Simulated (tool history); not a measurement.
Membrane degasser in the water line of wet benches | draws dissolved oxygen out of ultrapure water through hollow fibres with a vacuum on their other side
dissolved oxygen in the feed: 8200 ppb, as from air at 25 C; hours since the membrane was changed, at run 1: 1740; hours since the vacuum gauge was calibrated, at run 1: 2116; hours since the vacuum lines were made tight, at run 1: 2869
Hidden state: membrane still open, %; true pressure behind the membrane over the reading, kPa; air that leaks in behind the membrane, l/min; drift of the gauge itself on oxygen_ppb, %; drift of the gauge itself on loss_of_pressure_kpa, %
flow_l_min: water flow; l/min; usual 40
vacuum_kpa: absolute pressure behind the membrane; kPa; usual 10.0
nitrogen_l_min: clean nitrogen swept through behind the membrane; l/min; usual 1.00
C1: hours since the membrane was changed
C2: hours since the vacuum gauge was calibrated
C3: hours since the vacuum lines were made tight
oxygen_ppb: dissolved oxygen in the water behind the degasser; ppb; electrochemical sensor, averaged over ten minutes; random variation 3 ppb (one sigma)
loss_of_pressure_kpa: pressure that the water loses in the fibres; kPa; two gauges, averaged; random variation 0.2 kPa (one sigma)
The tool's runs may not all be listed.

run 1 hour=0.0 | flow_l_min=40 vacuum_kpa=10.0 nitrogen_l_min=1.00 | C1=1740 C2=2116 C3=2869 | oxygen_ppb=547.3 loss_of_pressure_kpa=42.38
run 2 hour=43.9 | flow_l_min=40 vacuum_kpa=10.0 nitrogen_l_min=1.00 | C1=1784 C2=2160 C3=2913 | oxygen_ppb=548.2 loss_of_pressure_kpa=41.91
run 3 hour=132.3 | flow_l_min=40 vacuum_kpa=10.0 nitrogen_l_min=1.00 | C1=1872 C2=2248 C3=3001 | oxygen_ppb=546.5 loss_of_pressure_kpa=42.04
run 4 hour=224.4 | flow_l_min=40 vacuum_kpa=10.0 nitrogen_l_min=1.00 | C1=1964 C2=2340 C3=3093 | oxygen_ppb=550.1 loss_of_pressure_kpa=41.83
run 5 hour=282.7 | flow_l_min=40 vacuum_kpa=10.0 nitrogen_l_min=1.00 | C1=2022 C2=2399 C3=3151 | oxygen_ppb=551.6 loss_of_pressure_kpa=41.95
run 6 hour=355.3 | flow_l_min=36 vacuum_kpa=10.0 nitrogen_l_min=1.00 | C1=2095 C2=2471 C3=3224 | oxygen_ppb=497.3 loss_of_pressure_kpa=37.73
run 7 hour=438.7 | flow_l_min=36 vacuum_kpa=10.0 nitrogen_l_min=1.00 | C1=2178 C2=2555 C3=3307 | oxygen_ppb=506.7 loss_of_pressure_kpa=37.85
run 8 hour=476.7 | flow_l_min=36 vacuum_kpa=10.0 nitrogen_l_min=1.00 | C1=2216 C2=2593 C3=3345 | oxygen_ppb=500.0 loss_of_pressure_kpa=38.04
run 9 hour=528.3 | flow_l_min=36 vacuum_kpa=10.0 nitrogen_l_min=1.00 | C1=2268 C2=2644 C3=3397 | oxygen_ppb=501.0 loss_of_pressure_kpa=38.00
run 10 hour=578.5 | flow_l_min=36 vacuum_kpa=10.0 nitrogen_l_min=1.00 | C1=2318 C2=2694 C3=3447 | oxygen_ppb=503.8 loss_of_pressure_kpa=38.07
run 11 hour=650.6 | flow_l_min=36 vacuum_kpa=10.0 nitrogen_l_min=1.00 | C1=2390 C2=2767 C3=3519 | oxygen_ppb=503.7 loss_of_pressure_kpa=38.35
run 12 hour=698.0 | flow_l_min=40 vacuum_kpa=10.0 nitrogen_l_min=1.00 | C1=2438 C2=2814 C3=3567 | oxygen_ppb=552.2 loss_of_pressure_kpa=41.72
run 13 hour=760.7 | flow_l_min=40 vacuum_kpa=10.0 nitrogen_l_min=1.00 | C1=2500 C2=2877 C3=3629 | oxygen_ppb=549.1 loss_of_pressure_kpa=41.96
run 14 hour=810.3 | flow_l_min=40 vacuum_kpa=10.0 nitrogen_l_min=1.00 | C1=2550 C2=2926 C3=3679 | oxygen_ppb=555.2 loss_of_pressure_kpa=42.27
run 15 hour=895.1 | flow_l_min=40 vacuum_kpa=10.0 nitrogen_l_min=1.00 | C1=2635 C2=3011 C3=3764 | oxygen_ppb=552.2 loss_of_pressure_kpa=42.26
run 16 hour=960.4 | flow_l_min=40 vacuum_kpa=10.0 nitrogen_l_min=1.00 | C1=2700 C2=3076 C3=3829 | oxygen_ppb=549.9 loss_of_pressure_kpa=42.26
run 17 hour=1038.0 | flow_l_min=25 vacuum_kpa=19.9 nitrogen_l_min=0.68 | C1=2778 C2=3154 C3=3907 | oxygen_ppb=1138.3 loss_of_pressure_kpa=26.56
run 18 hour=1082.9 | flow_l_min=36 vacuum_kpa=7.2 nitrogen_l_min=1.00 | C1=2823 C2=3199 C3=3951 | oxygen_ppb=314.2 loss_of_pressure_kpa=38.36
run 19 hour=1131.2 | flow_l_min=36 vacuum_kpa=19.2 nitrogen_l_min=0.44 | C1=2871 C2=3247 C3=4000 | oxygen_ppb=1843.4 loss_of_pressure_kpa=38.05
run 20 hour=1212.5 | flow_l_min=36 vacuum_kpa=19.2 nitrogen_l_min=0.44 | C1=2952 C2=3328 C3=4081 | oxygen_ppb=1874.1 loss_of_pressure_kpa=37.98
run 21 hour=1271.4 | flow_l_min=40 vacuum_kpa=10.0 nitrogen_l_min=1.63 | C1=3011 C2=3387 C3=4140 | oxygen_ppb=382.2 loss_of_pressure_kpa=42.29
run 22 hour=1324.6 | flow_l_min=59 vacuum_kpa=6.9 nitrogen_l_min=1.11 | C1=3064 C2=3441 C3=4193 | oxygen_ppb=451.7 loss_of_pressure_kpa=62.86
run 23 hour=1417.7 | flow_l_min=52 vacuum_kpa=10.7 nitrogen_l_min=1.00 | C1=3157 C2=3534 C3=4286 | oxygen_ppb=753.8 loss_of_pressure_kpa=55.34
run 24 hour=1459.8 | flow_l_min=42 vacuum_kpa=11.0 nitrogen_l_min=1.85 | C1=3199 C2=3576 C3=4328 | oxygen_ppb=408.6 loss_of_pressure_kpa=44.45
run 25 hour=1515.8 | flow_l_min=52 vacuum_kpa=19.7 nitrogen_l_min=0.90 | C1=3255 C2=3632 C3=4384 | oxygen_ppb=1555.7 loss_of_pressure_kpa=54.88
run 26 hour=1579.0 | flow_l_min=52 vacuum_kpa=19.7 nitrogen_l_min=0.90 | C1=3319 C2=3695 C3=4448 | oxygen_ppb=1560.0 loss_of_pressure_kpa=55.49
run 27 hour=1636.3 | flow_l_min=24 vacuum_kpa=19.7 nitrogen_l_min=0.90 | C1=3376 C2=3752 C3=4505 | oxygen_ppb=874.1 loss_of_pressure_kpa=25.38
run 28 hour=1697.0 | flow_l_min=33 vacuum_kpa=21.6 nitrogen_l_min=1.29 | C1=3437 C2=3813 C3=4566 | oxygen_ppb=957.0 loss_of_pressure_kpa=34.92
run 29 hour=1740.0 | flow_l_min=62 vacuum_kpa=7.9 nitrogen_l_min=0.53 | C1=3480 C2=3856 C3=4609 | oxygen_ppb=865.6 loss_of_pressure_kpa=65.60
run 30 hour=1790.2 | flow_l_min=28 vacuum_kpa=24.0 nitrogen_l_min=0.53 | C1=3530 C2=3906 C3=4659 | oxygen_ppb=1740.3 loss_of_pressure_kpa=29.89
run 31 hour=1841.1 | flow_l_min=28 vacuum_kpa=24.0 nitrogen_l_min=0.53 | C1=3581 C2=3957 C3=4710 | oxygen_ppb=1753.5 loss_of_pressure_kpa=29.55

Measured less the same run without the tool's hidden state. The same run-to-run variation is in both; the gauge's scatter may not be:
run=1 oxygen_ppb=+11.4 loss_of_pressure_kpa=+0.45
run=2 oxygen_ppb=+11.7 loss_of_pressure_kpa=+0.46
run=3 oxygen_ppb=+12.3 loss_of_pressure_kpa=+0.49
run=4 oxygen_ppb=+13.0 loss_of_pressure_kpa=+0.51
run=5 oxygen_ppb=+13.3 loss_of_pressure_kpa=+0.53
run=6 oxygen_ppb=+12.5 loss_of_pressure_kpa=+0.49
run=7 oxygen_ppb=+13.2 loss_of_pressure_kpa=+0.52
run=8 oxygen_ppb=+13.3 loss_of_pressure_kpa=+0.53
run=9 oxygen_ppb=+13.6 loss_of_pressure_kpa=+0.54
run=10 oxygen_ppb=+14.0 loss_of_pressure_kpa=+0.56
run=11 oxygen_ppb=+14.3 loss_of_pressure_kpa=+0.58
run=12 oxygen_ppb=+16.0 loss_of_pressure_kpa=+0.65
run=13 oxygen_ppb=+16.3 loss_of_pressure_kpa=+0.66
run=14 oxygen_ppb=+16.8 loss_of_pressure_kpa=+0.68
run=15 oxygen_ppb=+17.2 loss_of_pressure_kpa=+0.70
run=16 oxygen_ppb=+17.6 loss_of_pressure_kpa=+0.71
run=17 oxygen_ppb=+14.9 loss_of_pressure_kpa=+0.46
run=18 oxygen_ppb=+17.2 loss_of_pressure_kpa=+0.68
run=19 oxygen_ppb=+19.7 loss_of_pressure_kpa=+0.69
run=20 oxygen_ppb=+20.6 loss_of_pressure_kpa=+0.71
run=21 oxygen_ppb=+14.7 loss_of_pressure_kpa=+0.80
run=22 oxygen_ppb=+28.6 loss_of_pressure_kpa=+1.21
run=23 oxygen_ppb=+25.5 loss_of_pressure_kpa=+1.10
run=24 oxygen_ppb=+15.1 loss_of_pressure_kpa=+0.90
run=25 oxygen_ppb=+23.1 loss_of_pressure_kpa=+1.13
run=26 oxygen_ppb=+23.7 loss_of_pressure_kpa=+1.16
run=27 oxygen_ppb=+15.4 loss_of_pressure_kpa=+0.54
run=28 oxygen_ppb=+15.8 loss_of_pressure_kpa=+0.75
run=29 oxygen_ppb=+46.2 loss_of_pressure_kpa=+1.44
run=30 oxygen_ppb=+19.9 loss_of_pressure_kpa=+0.66
run=31 oxygen_ppb=+20.3 loss_of_pressure_kpa=+0.67
